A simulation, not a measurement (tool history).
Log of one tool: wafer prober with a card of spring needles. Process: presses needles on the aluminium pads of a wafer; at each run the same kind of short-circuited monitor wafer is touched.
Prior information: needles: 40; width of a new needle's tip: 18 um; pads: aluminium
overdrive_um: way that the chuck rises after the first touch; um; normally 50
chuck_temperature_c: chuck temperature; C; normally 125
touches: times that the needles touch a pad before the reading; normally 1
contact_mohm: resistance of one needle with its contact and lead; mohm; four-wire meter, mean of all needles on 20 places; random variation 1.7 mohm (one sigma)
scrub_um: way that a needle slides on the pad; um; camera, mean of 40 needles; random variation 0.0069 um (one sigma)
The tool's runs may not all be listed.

{"run": 1, "hour": 0.0, "overdrive_um": 50, "chuck_temperature_c": 125, "touches": 1, "contact_mohm": 305, "scrub_um": 11.376}
{"run": 2, "hour": 24.5, "overdrive_um": 50, "chuck_temperature_c": 125, "touches": 1, "contact_mohm": 249, "scrub_um": 11.336}
{"run": 3, "hour": 57.8, "overdrive_um": 50, "chuck_temperature_c": 125, "touches": 1, "contact_mohm": 277, "scrub_um": 11.324}
{"run": 4, "hour": 86.3, "overdrive_um": 50, "chuck_temperature_c": 125, "touches": 1, "contact_mohm": 262, "scrub_um": 11.462}
{"run": 5, "hour": 111.1, "overdrive_um": 50, "chuck_temperature_c": 125, "touches": 1, "contact_mohm": 206, "scrub_um": 11.438}
{"run": 6, "hour": 142.8, "overdrive_um": 50, "chuck_temperature_c": 125, "touches": 1, "contact_mohm": 233, "scrub_um": 11.414}
{"run": 7, "hour": 165.2, "overdrive_um": 50, "chuck_temperature_c": 41, "touches": 1, "contact_mohm": 303, "scrub_um": 11.402}
{"run": 8, "hour": 179.8, "overdrive_um": 50, "chuck_temperature_c": 125, "touches": 1, "contact_mohm": 299, "scrub_um": 11.387}
{"run": 9, "hour": 199.9, "overdrive_um": 50, "chuck_temperature_c": 125, "touches": 1, "contact_mohm": 181, "scrub_um": 11.372}
{"run": 10, "hour": 231.9, "overdrive_um": 50, "chuck_temperature_c": 125, "touches": 1, "contact_mohm": 210, "scrub_um": 11.345}
{"run": 11, "hour": 267.4, "overdrive_um": 50, "chuck_temperature_c": 125, "touches": 1, "contact_mohm": 281, "scrub_um": 11.433}
{"run": 12, "hour": 282.8, "overdrive_um": 50, "chuck_temperature_c": 125, "touches": 1, "contact_mohm": 293, "scrub_um": 11.433}
{"run": 13, "hour": 308.0, "overdrive_um": 50, "chuck_temperature_c": 125, "touches": 1, "contact_mohm": 250, "scrub_um": 11.417}
{"run": 14, "hour": 331.1, "overdrive_um": 50, "chuck_temperature_c": 125, "touches": 1, "contact_mohm": 309, "scrub_um": 11.39}
{"run": 15, "hour": 349.9, "overdrive_um": 55, "chuck_temperature_c": 90, "touches": 1, "contact_mohm": 182, "scrub_um": 12.512}
{"run": 16, "hour": 381.8, "overdrive_um": 55, "chuck_temperature_c": 90, "touches": 1, "contact_mohm": 199, "scrub_um": 12.51}
{"run": 17, "hour": 415.2, "overdrive_um": 39, "chuck_temperature_c": 125, "touches": 1, "contact_mohm": 306, "scrub_um": 8.926}
{"run": 18, "hour": 431.6, "overdrive_um": 37, "chuck_temperature_c": 86, "touches": 1, "contact_mohm": 316, "scrub_um": 8.454}
{"run": 19, "hour": 447.0, "overdrive_um": 38, "chuck_temperature_c": 29, "touches": 3, "contact_mohm": 231, "scrub_um": 8.675}
{"run": 20, "hour": 466.6, "overdrive_um": 38, "chuck_temperature_c": 29, "touches": 3, "contact_mohm": 251, "scrub_um": 8.653}
{"run": 21, "hour": 495.0, "overdrive_um": 50, "chuck_temperature_c": 67, "touches": 1, "contact_mohm": 271, "scrub_um": 11.405}
{"run": 22, "hour": 522.0, "overdrive_um": 43, "chuck_temperature_c": 37, "touches": 1, "contact_mohm": 192, "scrub_um": 9.77}
{"run": 23, "hour": 540.7, "overdrive_um": 39, "chuck_temperature_c": 58, "touches": 1, "contact_mohm": 293, "scrub_um": 8.922}
{"run": 24, "hour": 562.0, "overdrive_um": 53, "chuck_temperature_c": 125, "touches": 1, "contact_mohm": 297, "scrub_um": 12.144}
{"run": 25, "hour": 598.0, "overdrive_um": 53, "chuck_temperature_c": 125, "touches": 1, "contact_mohm": 214, "scrub_um": 12.11}
{"run": 26, "hour": 618.9, "overdrive_um": 53, "chuck_temperature_c": 125, "touches": 1, "contact_mohm": 284, "scrub_um": 12.096}
{"run": 27, "hour": 636.1, "overdrive_um": 35, "chuck_temperature_c": 121, "touches": 1, "contact_mohm": 465, "scrub_um": 7.959}

Taken out of this log: 47 entries between the listed runs. Where each belongs, and how the hidden state differs across it:
Logged between run 1 and run 2: tips cleaned on abrasive film (hour 3.4); tips cleaned on abrasive film (hour 20.0); height of the first contact set anew (hour 20.3)
  debris on the tips, nm: 53.8 -> 28.4; way that the needles fall short of the set height, um: 0.33 -> 0.52; tips' diameter, um: 18.82 -> 18.84
  what was measured, less what the result would be without the hidden state, contact_mohm: +136 -> +75 mohm; scrub_um: -0.075 -> -0.119 um
Logged between run 2 and run 3: tips cleaned on abrasive film (hour 35.0); tips cleaned on abrasive film (hour 50.0)
  debris on the tips, nm: 28.4 -> 40.8; way that the needles fall short of the set height, um: 0.52 -> 0.59; tips' diameter, um: 18.84 -> 18.87
  what was measured, less what the result would be without the hidden state, contact_mohm: +75 -> +106 mohm; scrub_um: -0.119 -> -0.134 um
Logged between run 3 and run 4: tips cleaned on abrasive film (hour 64.6); tips cleaned on abrasive film (hour 80.0); height of the first contact set anew, once more (hour 86.0)
  debris on the tips, nm: 40.8 -> 36.3; way that the needles fall short of the set height, um: 0.59 -> 0; tips' diameter, um: 18.87 -> 18.9
  what was measured, less what the result would be without the hidden state, contact_mohm: +106 -> +93 mohm; scrub_um: -0.134 -> +0.000 um
Logged between run 4 and run 5: tips cleaned on abrasive film (hour 94.9); tips cleaned on abrasive film (hour 109.8)
  debris on the tips, nm: 36.3 -> 12.8; way that the needles fall short of the set height, um: 0 -> 0.11; tips' diameter, um: 18.9 -> 18.93
  what was measured, less what the result would be without the hidden state, contact_mohm: +93 -> +34 mohm; scrub_um: +0.000 -> -0.025 um
Logged between run 5 and run 6: tips cleaned on abrasive film (hour 124.9); tips cleaned on abrasive film (hour 139.5)
  debris on the tips, nm: 12.8 -> 22.3; way that the needles fall short of the set height, um: 0.11 -> 0.2; tips' diameter, um: 18.93 -> 18.97
  what was measured, less what the result would be without the hidden state, contact_mohm: +34 -> +60 mohm; scrub_um: -0.025 -> -0.046 um
Logged between run 6 and run 7: tips cleaned on abrasive film (hour 155.0)
  debris on the tips, nm: 22.3 -> 50.9; way that the needles fall short of the set height, um: 0.2 -> 0.25; tips' diameter, um: 18.97 -> 18.99
  what was measured, less what the result would be without the hidden state, contact_mohm: +60 -> +150 mohm; scrub_um: -0.046 -> -0.058 um
Logged between run 7 and run 8: tips cleaned on abrasive film (hour 170.1)
  debris on the tips, nm: 50.9 -> 49.3; way that the needles fall short of the set height, um: 0.25 -> 0.31; tips' diameter, um: 18.99 -> 19
  what was measured, less what the result would be without the hidden state, contact_mohm: +150 -> +128 mohm; scrub_um: -0.058 -> -0.070 um
Logged between run 8 and run 9: tips cleaned on abrasive film (hour 184.4); tips cleaned on abrasive film (hour 199.9)
  debris on the tips, nm: 49.3 -> 3.5; way that the needles fall short of the set height, um: 0.31 -> 0.42; tips' diameter, um: 19 -> 19.04
  what was measured, less what the result would be without the hidden state, contact_mohm: +128 -> +11 mohm; scrub_um: -0.070 -> -0.095 um
Logged between run 9 and run 10: tips cleaned on abrasive film (hour 214.9); tips cleaned on abrasive film (hour 230.7)
  debris on the tips, nm: 3.5 -> 13.6; way that the needles fall short of the set height, um: 0.42 -> 0.49; tips' diameter, um: 19.04 -> 19.07
  what was measured, less what the result would be without the hidden state, contact_mohm: +11 -> +38 mohm; scrub_um: -0.095 -> -0.113 um
Logged between run 10 and run 11: height of the first contact set anew (hour 235.1); tips cleaned on abrasive film (hour 245.4); tips cleaned on abrasive film (hour 259.7)
  debris on the tips, nm: 13.6 -> 40.6; way that the needles fall short of the set height, um: 0.49 -> 0.09; tips' diameter, um: 19.07 -> 19.1
  what was measured, less what the result would be without the hidden state, contact_mohm: +38 -> +108 mohm; scrub_um: -0.113 -> -0.021 um
Logged between run 11 and run 12: tips cleaned on abrasive film (hour 274.1)
  debris on the tips, nm: 40.6 -> 46.9; way that the needles fall short of the set height, um: 0.09 -> 0.14; tips' diameter, um: 19.1 -> 19.12
  what was measured, less what the result would be without the hidden state, contact_mohm: +108 -> +122 mohm; scrub_um: -0.021 -> -0.032 um
Logged between run 12 and run 13: tips cleaned on abrasive film (hour 289.3); tips cleaned on abrasive film (hour 304.3)
  debris on the tips, nm: 46.9 -> 29.8; way that the needles fall short of the set height, um: 0.14 -> 0.22; tips' diameter, um: 19.12 -> 19.15
  what was measured, less what the result would be without the hidden state, contact_mohm: +122 -> +80 mohm; scrub_um: -0.032 -> -0.050 um
Logged between run 13 and run 14: tips cleaned on abrasive film (hour 318.9)
  debris on the tips, nm: 29.8 -> 51.4; way that the needles fall short of the set height, um: 0.22 -> 0.27; tips' diameter, um: 19.15 -> 19.16
  what was measured, less what the result would be without the hidden state, contact_mohm: +80 -> +137 mohm; scrub_um: -0.050 -> -0.062 um
Logged between run 14 and run 15: tips cleaned on abrasive film (hour 334.4); tips cleaned on abrasive film (hour 349.3)
  debris on the tips, nm: 51.4 -> 7.3; way that the needles fall short of the set height, um: 0.27 -> 0.37; tips' diameter, um: 19.16 -> 19.2
  what was measured, less what the result would be without the hidden state, contact_mohm: +137 -> +20 mohm; scrub_um: -0.062 -> -0.085 um
Logged between run 15 and run 16: tips cleaned on abrasive film (hour 364.8); tips cleaned on abrasive film (hour 379.9)
  debris on the tips, nm: 7.3 -> 16.2; way that the needles fall short of the set height, um: 0.37 -> 0.45; tips' diameter, um: 19.2 -> 19.23
  what was measured, less what the result would be without the hidden state, contact_mohm: +20 -> +40 mohm; scrub_um: -0.085 -> -0.103 um
Logged between run 16 and run 17: height of the first contact set anew (hour 384.2); tips cleaned on abrasive film (hour 395.2); tips cleaned on abrasive film (hour 411.0)
  debris on the tips, nm: 16.2 -> 29.3; way that the needles fall short of the set height, um: 0.45 -> 0.08; tips' diameter, um: 19.23 -> 19.26
  what was measured, less what the result would be without the hidden state, contact_mohm: +40 -> +124 mohm; scrub_um: -0.103 -> -0.019 um
Logged between run 17 and run 18: tips cleaned on abrasive film (hour 427.4)
  debris on the tips, nm: 29.3 -> 28; way that the needles fall short of the set height, um: 0.08 -> 0.13; tips' diameter, um: 19.26 -> 19.27
  what was measured, less what the result would be without the hidden state, contact_mohm: +124 -> +141 mohm; scrub_um: -0.019 -> -0.030 um
Logged between run 18 and run 19: tips cleaned on abrasive film (hour 441.5)
  debris on the tips, nm: 28 -> 34.9; way that the needles fall short of the set height, um: 0.13 -> 0.16; tips' diameter, um: 19.27 -> 19.29
  what was measured, less what the result would be without the hidden state, contact_mohm: +141 -> +68 mohm; scrub_um: -0.030 -> -0.038 um
Logged between run 19 and run 20: tips cleaned on abrasive film (hour 458.1)
  debris on the tips, nm: 34.9 -> 46.9; way that the needles fall short of the set height, um: 0.16 -> 0.21; tips' diameter, um: 19.29 -> 19.3
  what was measured, less what the result would be without the hidden state, contact_mohm: +68 -> +90 mohm; scrub_um: -0.038 -> -0.048 um
Logged between run 20 and run 21: tips cleaned on abrasive film (hour 474.3); tips cleaned on abrasive film (hour 489.7)
  debris on the tips, nm: 46.9 -> 37.3; way that the needles fall short of the set height, um: 0.21 -> 0.29; tips' diameter, um: 19.3 -> 19.33
  what was measured, less what the result would be without the hidden state, contact_mohm: +90 -> +111 mohm; scrub_um: -0.048 -> -0.067 um
Logged between run 21 and run 22: tips cleaned on abrasive film (hour 505.3); tips cleaned on abrasive film (hour 521.4)
  debris on the tips, nm: 37.3 -> 8.1; way that the needles fall short of the set height, um: 0.29 -> 0.38; tips' diameter, um: 19.33 -> 19.36
  what was measured, less what the result would be without the hidden state, contact_mohm: +111 -> +35 mohm; scrub_um: -0.067 -> -0.086 um
Logged between run 22 and run 23: height of the first contact set anew (hour 532.8); tips cleaned on abrasive film (hour 536.8)
  debris on the tips, nm: 8.1 -> 27; way that the needles fall short of the set height, um: 0.38 -> 0.04; tips' diameter, um: 19.36 -> 19.37
  what was measured, less what the result would be without the hidden state, contact_mohm: +35 -> +128 mohm; scrub_um: -0.086 -> -0.009 um
Logged between run 23 and run 24: tips cleaned on abrasive film (hour 551.7)
  debris on the tips, nm: 27 -> 51.1; way that the needles fall short of the set height, um: 0.04 -> 0.08; tips' diameter, um: 19.37 -> 19.39
  what was measured, less what the result would be without the hidden state, contact_mohm: +128 -> +125 mohm; scrub_um: -0.009 -> -0.018 um
Logged between run 24 and run 25: tips cleaned on abrasive film (hour 566.1); tips cleaned on abrasive film (hour 581.2); tips cleaned on abrasive film (hour 595.4)
  debris on the tips, nm: 51.1 -> 18.5; way that the needles fall short of the set height, um: 0.08 -> 0.18; tips' diameter, um: 19.39 -> 19.42
  what was measured, less what the result would be without the hidden state, contact_mohm: +125 -> +46 mohm; scrub_um: -0.018 -> -0.041 um
Logged between run 25 and run 26: tips cleaned on abrasive film (hour 609.5)
  debris on the tips, nm: 18.5 -> 47.8; way that the needles fall short of the set height, um: 0.18 -> 0.23; tips' diameter, um: 19.42 -> 19.44
  what was measured, less what the result would be without the hidden state, contact_mohm: +46 -> +117 mohm; scrub_um: -0.041 -> -0.053 um
Logged between run 26 and run 27: tips cleaned on abrasive film (hour 626.1)
  debris on the tips, nm: 47.8 -> 51.9; way that the needles fall short of the set height, um: 0.23 -> 0.29; tips' diameter, um: 19.44 -> 19.46
  what was measured, less what the result would be without the hidden state, contact_mohm: +117 -> +279 mohm; scrub_um: -0.053 -> -0.066 um

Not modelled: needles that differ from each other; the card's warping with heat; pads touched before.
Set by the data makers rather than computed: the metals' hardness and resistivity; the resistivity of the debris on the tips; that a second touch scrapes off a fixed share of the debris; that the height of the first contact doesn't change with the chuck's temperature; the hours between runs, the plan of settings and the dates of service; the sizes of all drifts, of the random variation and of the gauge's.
